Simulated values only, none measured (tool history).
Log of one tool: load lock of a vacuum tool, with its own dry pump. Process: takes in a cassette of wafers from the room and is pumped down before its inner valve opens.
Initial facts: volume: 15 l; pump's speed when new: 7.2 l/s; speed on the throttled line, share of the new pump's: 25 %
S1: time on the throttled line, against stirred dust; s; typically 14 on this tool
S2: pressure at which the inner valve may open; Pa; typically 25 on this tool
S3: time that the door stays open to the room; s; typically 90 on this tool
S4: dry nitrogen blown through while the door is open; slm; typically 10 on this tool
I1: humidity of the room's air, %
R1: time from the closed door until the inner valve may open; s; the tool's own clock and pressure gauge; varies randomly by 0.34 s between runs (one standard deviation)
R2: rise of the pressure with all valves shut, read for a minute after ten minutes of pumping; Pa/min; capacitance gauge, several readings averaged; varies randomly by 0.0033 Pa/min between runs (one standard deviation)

{"run": 1, "hour": 0.0, "S1": 14, "S2": 25, "S3": 90, "S4": 10, "I1": 44, "R1": 29.3, "R2": 0.364}
{"run": 2, "hour": 130.8, "S1": 14, "S2": 39, "S3": 90, "S4": 10, "I1": 45.5, "R1": 28.8, "R2": 0.362}
{"run": 3, "hour": 413.4, "S1": 14, "S2": 39, "S3": 90, "S4": 10, "I1": 47, "R1": 27.6, "R2": 0.382}
{"run": 4, "hour": 680.0, "S1": 14, "S2": 25, "S3": 90, "S4": 4, "I1": 44.6, "R1": 29.6, "R2": 0.401}
{"run": 5, "hour": 902.1, "S1": 14, "S2": 25, "S3": 90, "S4": 4, "I1": 46.6, "R1": 29.9, "R2": 0.412}
{"run": 6, "hour": 1215.7, "S1": 14, "S2": 25, "S3": 90, "S4": 4, "I1": 43, "R1": 30, "R2": 0.4}
{"run": 7, "hour": 1486.4, "S1": 14, "S2": 25, "S3": 90, "S4": 4, "I1": 43.5, "R1": 29.8, "R2": 0.416}
{"run": 8, "hour": 1645.2, "S1": 14, "S2": 25, "S3": 90, "S4": 45, "I1": 46.7, "R1": 30.4, "R2": 0.372}
{"run": 9, "hour": 1933.1, "S1": 14, "S2": 25, "S3": 90, "S4": 45, "I1": 45.2, "R1": 29.6, "R2": 0.374}
{"run": 10, "hour": 2158.7, "S1": 14, "S2": 25, "S3": 90, "S4": 45, "I1": 42.9, "R1": 30.5, "R2": 0.378}
{"run": 11, "hour": 2399.9, "S1": 14, "S2": 25, "S3": 73, "S4": 10, "I1": 44.7, "R1": 30.4, "R2": 0.413}
{"run": 12, "hour": 2592.9, "S1": 14, "S2": 25, "S3": 90, "S4": 4, "I1": 46.2, "R1": 30.1, "R2": 0.479}
{"run": 13, "hour": 2847.3, "S1": 14, "S2": 25, "S3": 235, "S4": 4, "I1": 47.4, "R1": 30.9, "R2": 0.608}
{"run": 14, "hour": 3152.4, "S1": 14, "S2": 25, "S3": 235, "S4": 4, "I1": 44.1, "R1": 31.6, "R2": 0.599}
{"run": 15, "hour": 3476.1, "S1": 14, "S2": 25, "S3": 235, "S4": 4, "I1": 45.5, "R1": 31, "R2": 0.628}
{"run": 16, "hour": 3699.6, "S1": 14, "S2": 25, "S3": 189, "S4": 10, "I1": 43.7, "R1": 31.1, "R2": 0.546}
{"run": 17, "hour": 3938.2, "S1": 14, "S2": 25, "S3": 189, "S4": 10, "I1": 45.8, "R1": 31.1, "R2": 0.583}
{"run": 18, "hour": 4115.7, "S1": 14, "S2": 25, "S3": 90, "S4": 15, "I1": 47.1, "R1": 31, "R2": 0.487}
{"run": 19, "hour": 4298.4, "S1": 14, "S2": 25, "S3": 90, "S4": 15, "I1": 40.7, "R1": 31.6, "R2": 0.483}
{"run": 20, "hour": 4481.6, "S1": 14, "S2": 42, "S3": 90, "S4": 10, "I1": 43, "R1": 30.3, "R2": 0.509}
{"run": 21, "hour": 4800.4, "S1": 14, "S2": 31, "S3": 29, "S4": 10, "I1": 46.3, "R1": 31.2, "R2": 0.465}
{"run": 22, "hour": 5030.2, "S1": 14, "S2": 25, "S3": 53, "S4": 32, "I1": 44.6, "R1": 32, "R2": 0.478}
{"run": 23, "hour": 5166.4, "S1": 9, "S2": 25, "S3": 212, "S4": 32, "I1": 44.7, "R1": 28.8, "R2": 0.568}
{"run": 24, "hour": 5376.2, "S1": 9, "S2": 25, "S3": 41, "S4": 29, "I1": 44.3, "R1": 28.8, "R2": 0.48}
{"run": 25, "hour": 5549.7, "S1": 9, "S2": 25, "S3": 37, "S4": 13, "I1": 42.1, "R1": 28.6, "R2": 0.489}
{"run": 26, "hour": 5794.3, "S1": 17, "S2": 39, "S3": 239, "S4": 16, "I1": 42.5, "R1": 33.4, "R2": 0.646}
{"hour": 5813.9, "done": "dry pump taken out, an overhauled one fitted"}
{"run": 27, "hour": 6056.9, "S1": 21, "S2": 39, "S3": 42, "S4": 16, "I1": 46, "R1": 31.8, "R2": 0.523}
{"run": 28, "hour": 6377.7, "S1": 21, "S2": 39, "S3": 42, "S4": 16, "I1": 45.9, "R1": 31.6, "R2": 0.521}
{"run": 29, "hour": 6557.6, "S1": 21, "S2": 39, "S3": 42, "S4": 16, "I1": 45.5, "R1": 32.7, "R2": 0.547}
{"run": 30, "hour": 6849.6, "S1": 21, "S2": 39, "S3": 42, "S4": 16, "I1": 48.2, "R1": 32.1, "R2": 0.561}
{"run": 31, "hour": 7044.2, "S1": 17, "S2": 25, "S3": 153, "S4": 21, "I1": 45.9, "R1": 31.3, "R2": 0.643}
{"run": 32, "hour": 7357.5, "S1": 17, "S2": 25, "S3": 153, "S4": 21, "I1": 44, "R1": 30.7, "R2": 0.667}
{"run": 33, "hour": 7625.4, "S1": 17, "S2": 25, "S3": 153, "S4": 21, "I1": 47.9, "R1": 31.2, "R2": 0.662}
{"run": 34, "hour": 7800.3, "S1": 17, "S2": 25, "S3": 153, "S4": 21, "I1": 42.5, "R1": 30.8, "R2": 0.668}
{"run": 35, "hour": 7961.3, "S1": 9, "S2": 38, "S3": 90, "S4": 10, "I1": 47.7, "R1": 24.2, "R2": 0.672}
{"run": 36, "hour": 8131.8, "S1": 9, "S2": 38, "S3": 90, "S4": 10, "I1": 41.9, "R1": 23.8, "R2": 0.656}
{"run": 37, "hour": 8293.4, "S1": 9, "S2": 44, "S3": 26, "S4": 42, "I1": 44, "R1": 23.3, "R2": 0.57}

Run by run, hidden condition taken away, random variation retained:
Hidden state at play: pump's speed, % of a new pump's; leak at the door's seal, Pa l/s; drift of the gauge itself on ready_s, %; drift of the gauge itself on rise_pa_min, %.
run=1 R1=28 R2=0.127
run=2 R1=27.5 R2=0.125
run=3 R1=26.2 R2=0.136
run=4 R1=27.9 R2=0.145
run=5 R1=28 R2=0.148
run=6 R1=28 R2=0.131
run=7 R1=27.8 R2=0.138
run=8 R1=28.3 R2=0.081
run=9 R1=27.4 R2=0.078
run=10 R1=28.1 R2=0.074
run=11 R1=27.9 R2=0.107
run=12 R1=27.5 R2=0.154
run=13 R1=28.2 R2=0.281
run=14 R1=28.8 R2=0.263
run=15 R1=28 R2=0.279
run=16 R1=27.9 R2=0.194
run=17 R1=27.8 R2=0.212
run=18 R1=27.6 R2=0.12
run=19 R1=28.1 R2=0.103
run=20 R1=27.1 R2=0.123
run=21 R1=27.5 R2=0.066
run=22 R1=28.1 R2=0.065
run=23 R1=24.5 R2=0.151
run=24 R1=24.4 R2=0.058
run=25 R1=24 R2=0.061
run=26 R1=29.6 R2=0.209
run=27 R1=31.7 R2=0.072
run=28 R1=31.5 R2=0.07
run=29 R1=32.5 R2=0.075
run=30 R1=31.9 R2=0.079
run=31 R1=30.9 R2=0.152
run=32 R1=30.2 R2=0.151
run=33 R1=30.6 R2=0.151
run=34 R1=30.1 R2=0.14
run=35 R1=23.4 R2=0.137
run=36 R1=22.9 R2=0.119
run=37 R1=22.4 R2=0.034

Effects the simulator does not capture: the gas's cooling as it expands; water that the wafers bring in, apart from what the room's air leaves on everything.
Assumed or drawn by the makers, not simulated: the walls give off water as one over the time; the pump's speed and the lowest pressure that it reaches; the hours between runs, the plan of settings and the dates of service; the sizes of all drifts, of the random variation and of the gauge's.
